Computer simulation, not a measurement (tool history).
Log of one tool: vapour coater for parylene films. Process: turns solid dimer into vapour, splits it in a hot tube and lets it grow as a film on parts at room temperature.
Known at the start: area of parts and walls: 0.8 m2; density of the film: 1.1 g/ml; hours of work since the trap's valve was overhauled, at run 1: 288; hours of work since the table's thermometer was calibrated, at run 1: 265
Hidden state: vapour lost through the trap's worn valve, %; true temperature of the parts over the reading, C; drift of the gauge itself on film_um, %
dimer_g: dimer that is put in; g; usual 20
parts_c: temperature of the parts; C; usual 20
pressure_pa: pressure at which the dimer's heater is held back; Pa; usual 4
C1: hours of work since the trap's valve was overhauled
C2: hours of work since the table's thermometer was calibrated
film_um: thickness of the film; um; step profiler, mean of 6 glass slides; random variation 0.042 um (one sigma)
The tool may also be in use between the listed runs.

{"run": 1, "hour": 0.0, "dimer_g": 20, "parts_c": 20, "pressure_pa": 4, "C1": 288, "C2": 265, "film_um": 13.09}
{"run": 2, "hour": 10.8, "dimer_g": 20, "parts_c": 20, "pressure_pa": 4, "C1": 295, "C2": 273, "film_um": 13.13}
{"run": 3, "hour": 33.9, "dimer_g": 20, "parts_c": 20, "pressure_pa": 4, "C1": 311, "C2": 289, "film_um": 13.14}
{"run": 4, "hour": 49.0, "dimer_g": 20, "parts_c": 20, "pressure_pa": 4, "C1": 322, "C2": 299, "film_um": 13.21}
{"run": 5, "hour": 71.1, "dimer_g": 20, "parts_c": 20, "pressure_pa": 4, "C1": 337, "C2": 315, "film_um": 13.24}
{"run": 6, "hour": 83.5, "dimer_g": 20, "parts_c": 20, "pressure_pa": 4, "C1": 346, "C2": 323, "film_um": 13.2}
{"run": 7, "hour": 107.3, "dimer_g": 20, "parts_c": 20, "pressure_pa": 3.94, "C1": 362, "C2": 340, "film_um": 13.29}
{"run": 8, "hour": 126.3, "dimer_g": 19, "parts_c": 30, "pressure_pa": 4.66, "C1": 375, "C2": 353, "film_um": 10.36}
{"run": 9, "hour": 147.3, "dimer_g": 8, "parts_c": 26, "pressure_pa": 2.95, "C1": 390, "C2": 368, "film_um": 4.9}
{"run": 10, "hour": 157.7, "dimer_g": 12, "parts_c": 22, "pressure_pa": 4, "C1": 397, "C2": 375, "film_um": 7.71}
{"run": 11, "hour": 179.6, "dimer_g": 28, "parts_c": 15, "pressure_pa": 4, "C1": 412, "C2": 390, "film_um": 20.33}
{"run": 12, "hour": 198.0, "dimer_g": 28, "parts_c": 15, "pressure_pa": 4, "C1": 425, "C2": 403, "film_um": 20.4}

5 ways to go on from here, each from the tool as it stands after run 12. What would each give?
{"run": "A", "hour": 211.4, "dimer_g": 14, "parts_c": 15, "pressure_pa": 4, "C1": 434, "C2": 412, "film_um": "?"}
{"run": "B", "hour": 211.4, "dimer_g": 18, "parts_c": 12, "pressure_pa": 4, "C1": 434, "C2": 412, "film_um": "?"}
{"run": "C", "hour": 211.4, "dimer_g": 28, "parts_c": 19, "pressure_pa": 4, "C1": 434, "C2": 412, "film_um": "?"}
{"run": "D", "hour": 211.4, "dimer_g": 11, "parts_c": 15, "pressure_pa": 4, "C1": 434, "C2": 412, "film_um": "?"}
{"run": "E", "hour": 211.4, "dimer_g": 32, "parts_c": 20, "pressure_pa": 4, "C1": 434, "C2": 412, "film_um": "?"}

run=A film_um=10.2
run=B film_um=13.83
run=C film_um=19.02
run=D film_um=8.01
run=E film_um=21.31
Without the tool's hidden state the same runs would have given:
run=A film_um=10.08
run=B film_um=13.66
run=C film_um=18.79
run=D film_um=7.92
run=E film_um=21.06
